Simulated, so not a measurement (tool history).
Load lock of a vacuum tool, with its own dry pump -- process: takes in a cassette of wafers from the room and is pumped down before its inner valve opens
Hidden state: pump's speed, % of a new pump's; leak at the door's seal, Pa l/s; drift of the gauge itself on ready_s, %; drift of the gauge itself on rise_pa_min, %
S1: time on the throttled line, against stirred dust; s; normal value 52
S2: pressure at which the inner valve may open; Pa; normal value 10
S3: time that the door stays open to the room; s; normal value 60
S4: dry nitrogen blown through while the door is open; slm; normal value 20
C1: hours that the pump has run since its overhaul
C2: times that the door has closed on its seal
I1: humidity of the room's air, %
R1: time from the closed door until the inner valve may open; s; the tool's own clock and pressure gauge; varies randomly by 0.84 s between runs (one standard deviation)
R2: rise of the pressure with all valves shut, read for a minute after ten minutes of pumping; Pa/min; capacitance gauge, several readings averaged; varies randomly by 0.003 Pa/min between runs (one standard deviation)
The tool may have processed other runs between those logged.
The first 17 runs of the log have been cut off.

run    hour  S1  S2   S3  S4    C1     C2    I1     R1     R2
 18  1128.6  52  10   60  20  2057   8848  44.2  128.8  0.105
 19  1196.4  52   8   60  20  2125   9095  45.2  131.4  0.105
 20  1263.1  52   8   60  20  2192   9338  45.9  131.5  0.107
 21  1310.7  52   8   60  20  2239   9511  46.4    132  0.108
 22    1398  52   8   60  20  2327   9830  49.6  131.7  0.122
 23  1445.9  52   8   60  20  2374  10004  44.3  132.3   0.12
 24  1535.4  52   8  234  12  2464  10330  47.2  132.3  0.181
 25  1624.2  52   8  234  12  2553  10654  44.5  131.8  0.182
 26  1680.4  37   8  234  26  2609  10859  45.4  121.7   0.16
 27  1758.2  37   8  234  26  2687  11143  45.5  122.6  0.162
 28  1842.9  41   8   37  44  2772  11451  43.3  122.9  0.136
 29    1884  41   8   37  44  2813  11601  48.2  124.3  0.133

Expected results for the next run?
 30  1937.1  68   8  161  44  2866  11795  42.2   ?   ?

{"run 30": {"R1": 144.5, "R2": 0.155}}
Minus the tool's unlogged condition, the same run would have read R1 144.7 s, R2 0.028 Pa/min.

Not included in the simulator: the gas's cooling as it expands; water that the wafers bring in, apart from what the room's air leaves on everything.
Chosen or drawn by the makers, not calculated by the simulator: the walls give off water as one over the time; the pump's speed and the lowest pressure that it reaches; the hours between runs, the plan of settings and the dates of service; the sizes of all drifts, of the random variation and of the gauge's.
